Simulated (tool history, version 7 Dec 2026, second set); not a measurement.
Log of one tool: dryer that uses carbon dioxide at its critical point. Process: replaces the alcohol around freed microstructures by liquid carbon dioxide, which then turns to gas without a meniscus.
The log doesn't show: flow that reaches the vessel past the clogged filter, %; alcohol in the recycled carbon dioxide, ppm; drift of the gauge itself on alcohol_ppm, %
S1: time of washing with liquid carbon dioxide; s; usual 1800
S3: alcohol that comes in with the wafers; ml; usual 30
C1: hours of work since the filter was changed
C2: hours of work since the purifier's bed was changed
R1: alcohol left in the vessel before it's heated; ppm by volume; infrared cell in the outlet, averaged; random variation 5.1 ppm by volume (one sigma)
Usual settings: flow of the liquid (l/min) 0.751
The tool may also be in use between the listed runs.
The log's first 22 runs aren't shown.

run 23 day=44.883 | S1=1260 flow_of_the_liquid_(l/min)=0.751 S3=30 | C1=111 C2=184 | R1=327
run 24 day=46.542 | S1=2280 flow_of_the_liquid_(l/min)=0.751 S3=24 | C1=129 C2=202 | R1=47
run 25 day=48.829 | S1=1800 flow_of_the_liquid_(l/min)=0.999 S3=109 | C1=153 C2=226 | R1=102
run 26 day=50.992 | S1=1560 flow_of_the_liquid_(l/min)=0.55 S3=68 | C1=176 C2=249 | R1=1011
run 27 day=52.312 | S1=1980 flow_of_the_liquid_(l/min)=0.751 S3=77 | C1=190 C2=263 | R1=174
run 28 day=55.046 | S1=1980 flow_of_the_liquid_(l/min)=1.102 S3=77 | C1=220 C2=292 | R1=54
run 29 day=57.754 | S1=1980 flow_of_the_liquid_(l/min)=1.102 S3=77 | C1=248 C2=321 | R1=50
run 30 day=59.488 | S1=1200 flow_of_the_liquid_(l/min)=0.58 S3=66 | C1=267 C2=340 | R1=1760
run 31 day=61.054 | S1=1680 flow_of_the_liquid_(l/min)=0.751 S3=34 | C1=284 C2=356 | R1=193
run 32 day=63.638 | S1=2460 flow_of_the_liquid_(l/min)=1.008 S3=36 | C1=311 C2=384 | R1=51
run 33 day=64.925 | S1=1140 flow_of_the_liquid_(l/min)=0.687 S3=30 | C1=325 C2=398 | R1=672
run 34 day=67.725 | S1=1140 flow_of_the_liquid_(l/min)=0.687 S3=39 | C1=355 C2=428 | R1=901
run 35 day=69.646 | S1=1800 flow_of_the_liquid_(l/min)=0.803 S3=30 | C1=375 C2=448 | R1=145
run 36 day=72.179 | S1=1080 flow_of_the_liquid_(l/min)=1.098 S3=30 | C1=402 C2=475 | R1=244
run 37 day=74.108 | S1=1680 flow_of_the_liquid_(l/min)=0.478 S3=30 | C1=423 C2=496 | R1=721

5 ways to go on from here, each from the tool as it stands after run 37. What would each give?
run A day=76.35 | S1=1800 flow_of_the_liquid_(l/min)=0.784 S3=28 | C1=447 C2=520 | R1=?
run B day=76.35 | S1=1140 flow_of_the_liquid_(l/min)=1.003 S3=30 | C1=447 C2=520 | R1=?
run C day=76.35 | S1=2040 flow_of_the_liquid_(l/min)=0.478 S3=30 | C1=447 C2=520 | R1=?
run D day=76.35 | S1=1800 flow_of_the_liquid_(l/min)=0.613 S3=97 | C1=447 C2=520 | R1=?
run E day=76.35 | S1=1800 flow_of_the_liquid_(l/min)=0.506 S3=63 | C1=447 C2=520 | R1=?

run=A R1=161
run=B R1=292
run=C R1=484
run=D R1=916
run=E R1=1073
Without the tool's hidden state the same runs would have given:
run=A R1=54
run=B R1=134
run=C R1=264
run=D R1=495
run=E R1=643
